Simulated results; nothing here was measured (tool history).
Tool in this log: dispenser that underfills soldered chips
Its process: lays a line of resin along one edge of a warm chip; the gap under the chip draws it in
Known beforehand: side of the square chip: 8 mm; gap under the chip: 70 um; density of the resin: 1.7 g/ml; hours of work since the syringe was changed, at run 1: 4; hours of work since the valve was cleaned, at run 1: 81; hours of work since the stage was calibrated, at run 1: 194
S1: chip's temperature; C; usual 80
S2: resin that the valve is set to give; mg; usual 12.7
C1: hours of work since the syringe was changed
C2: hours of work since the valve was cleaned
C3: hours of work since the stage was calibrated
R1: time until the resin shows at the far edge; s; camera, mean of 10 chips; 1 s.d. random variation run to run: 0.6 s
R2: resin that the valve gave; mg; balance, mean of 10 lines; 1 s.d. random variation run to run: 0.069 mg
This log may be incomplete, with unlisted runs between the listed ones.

run	hour	S1	S2	C1	C2	C3	R1	R2
1	0.0	80	12.7	4	81	194	63.0	12.34
# hour 3.5: new syringe of resin
2	7.9	80	12.7	3	87	199	60.2	12.31
# hour 12.7: new syringe of resin
# hour 13.7: dispensing valve cleaned and set on the balance
3	16.4	80	12.7	2	2	205	55.9	12.69
4	21.9	80	12.7	6	6	209	70.5	12.66
# hour 22.8: new syringe of resin
5	29.0	80	12.7	5	11	214	65.4	12.57
# hour 31.7: new syringe of resin
6	35.5	80	12.7	3	16	219	59.7	12.65
# hour 40.7: new syringe of resin
7	41.3	80	12.7	0	20	223	49.6	12.63
8	45.8	83	14.4	4	24	226	55.7	14.32
# hour 49.8: new syringe of resin
9	52.7	83	14.4	2	29	231	49.6	14.20
# hour 58.7: new syringe of resin
10	59.9	83	14.4	1	34	237	46.2	14.27
11	64.5	80	13.7	4	37	240	62.3	13.50
# hour 67.6: new syringe of resin
12	68.8	86	14.4	1	40	243	42.1	14.19
# hour 76.4: new syringe of resin
13	76.4	86	14.4	0	46	249	39.8	14.16
14	79.8	86	14.4	3	48	251	47.3	14.09

Below are 4 alternative next runs, each starting from the tool's condition after run 14. Predict each:
A	84.8	94	12.7	6	52	255	?	?
B	84.8	91	14.3	6	52	255	?	?
C	84.8	71	10.9	6	52	255	?	?
D	84.8	83	15.3	6	52	255	?	?

run	R1	R2
A	43.2	12.43
B	49.2	14.20
C	99.6	10.67
D	63.2	15.01
Take away the tool's hidden state, keep each run's random variation, and the runs would have read:
run	R1	R2
A	31.3	12.66
B	36.0	14.45
C	72.9	10.86
D	46.3	15.28
